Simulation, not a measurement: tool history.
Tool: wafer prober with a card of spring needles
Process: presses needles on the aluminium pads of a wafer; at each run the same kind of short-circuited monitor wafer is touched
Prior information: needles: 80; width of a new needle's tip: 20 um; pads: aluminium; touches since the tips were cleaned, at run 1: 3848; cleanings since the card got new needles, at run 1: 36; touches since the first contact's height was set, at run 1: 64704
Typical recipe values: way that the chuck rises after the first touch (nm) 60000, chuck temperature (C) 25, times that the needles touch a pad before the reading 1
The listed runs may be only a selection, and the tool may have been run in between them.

run,day,way that the chuck rises after the first touch (nm),chuck temperature (C),times that the needles touch a pad before the reading,touches since the tips were cleaned,cleanings since the card got new needles,touches since the first contact's height was set,resistance of one needle with its contact and lead (mohm),way that a needle slides on the pad (nm)
1,0,60000,25,1,3848,36,64704,228,10520
# day 0.221: tips cleaned on abrasive film
# day 0.596: height of the first contact set anew
2,0.596,60000,25,1,2460,37,0,226,10420
3,0.958,60000,25,1,4917,37,2457,240,10400
# day 1.004: tips cleaned on abrasive film
4,1.688,60000,25,1,4637,38,7377,236,10390
# day 1.762: tips cleaned on abrasive film
# day 2.496: height of the first contact set anew, once more
# day 2.542: tips cleaned on abrasive film
5,2.546,60000,83,1,9,40,303,219,10730
6,3.242,60000,69,1,4746,40,5040,241,10730
# day 3.308: tips cleaned on abrasive film
# day 4.05: tips cleaned on abrasive film
7,4.05,45000,25,1,0,42,10486,213,8010
8,4.562,60000,31,1,3461,42,13947,232,10710
# day 4.792: tips cleaned on abrasive film
9,5.088,60000,31,1,2000,43,17481,223,10710
10,5.438,60000,31,1,4374,43,19855,235,10680
# day 5.554: tips cleaned on abrasive film
11,5.875,60000,99,1,2187,44,22819,238,10670
# day 6.292: tips cleaned on abrasive film
12,6.429,60000,99,1,927,45,26538,227,10650
# day 7.029: tips cleaned on abrasive film
13,7.233,60000,25,1,1400,46,31989,217,10620
# day 7.812: tips cleaned on abrasive film
14,7.95,60000,25,1,930,47,36827,216,10600
# day 8.558: tips cleaned on abrasive film
15,8.579,60000,25,1,145,48,41054,209,10580
16,8.942,60000,25,1,2621,48,43530,224,10570
# day 9.312: tips cleaned on abrasive film
17,9.696,60000,25,1,2605,49,48604,224,10550
# day 10.05: tips cleaned on abrasive film
18,10.371,60000,25,1,2186,50,53184,224,10550
# day 10.842: tips cleaned on abrasive film
19,11.117,59000,76,2,1866,51,58205,225,10340
# day 11.579: tips cleaned on abrasive film
20,11.633,60000,100,3,385,52,61692,221,10510
# day 12.338: tips cleaned on abrasive film
21,12.383,60000,100,3,315,53,66764,219,10510
# day 12.725: height of the first contact set anew
22,12.862,69000,62,1,3477,53,925,232,12360
# day 13.112: tips cleaned on abrasive film
23,13.696,46000,115,1,3971,54,6554,273,8230
# day 13.854: tips cleaned on abrasive film
24,14.554,50000,74,1,4757,55,12350,262,8930
# day 14.604: tips cleaned on abrasive film
25,15.3,50000,74,1,4722,56,17393,265,8890
# day 15.346: tips cleaned on abrasive film
# day 16.133: tips cleaned on abrasive film
26,16.146,50000,74,1,81,58,23085,222,8840
27,16.746,78000,123,1,4155,58,27159,237,13860
# day 16.879: tips cleaned on abrasive film
28,17.467,56000,48,2,3986,59,32010,229,9910
# day 17.633: tips cleaned on abrasive film
29,18.15,56000,48,2,3508,60,36642,228,9860
# day 18.408: tips cleaned on abrasive film
30,18.717,72000,72,2,2120,61,40464,220,12720
# day 19.196: tips cleaned on abrasive film
31,19.462,60000,31,1,1808,62,45490,222,10580

Predict each of these 4 candidate next runs independently; none follows another, all start after run 31:
A,19.9,60000,31,2,4769,62,48451,?,?
B,19.9,60000,39,1,4769,62,48451,?,?
C,19.9,57000,106,2,4769,62,48451,?,?
D,19.9,60000,84,1,4769,62,48451,?,?

run,resistance of one needle with its contact and lead (mohm),way that a needle slides on the pad (nm)
A,223,10550
B,242,10550
C,241,10020
D,250,10570
Without the tool's hidden state the same runs would have given:
run,resistance of one needle with its contact and lead (mohm),way that a needle slides on the pad (nm)
A,201,10750
B,206,10760
C,219,10220
D,216,10770

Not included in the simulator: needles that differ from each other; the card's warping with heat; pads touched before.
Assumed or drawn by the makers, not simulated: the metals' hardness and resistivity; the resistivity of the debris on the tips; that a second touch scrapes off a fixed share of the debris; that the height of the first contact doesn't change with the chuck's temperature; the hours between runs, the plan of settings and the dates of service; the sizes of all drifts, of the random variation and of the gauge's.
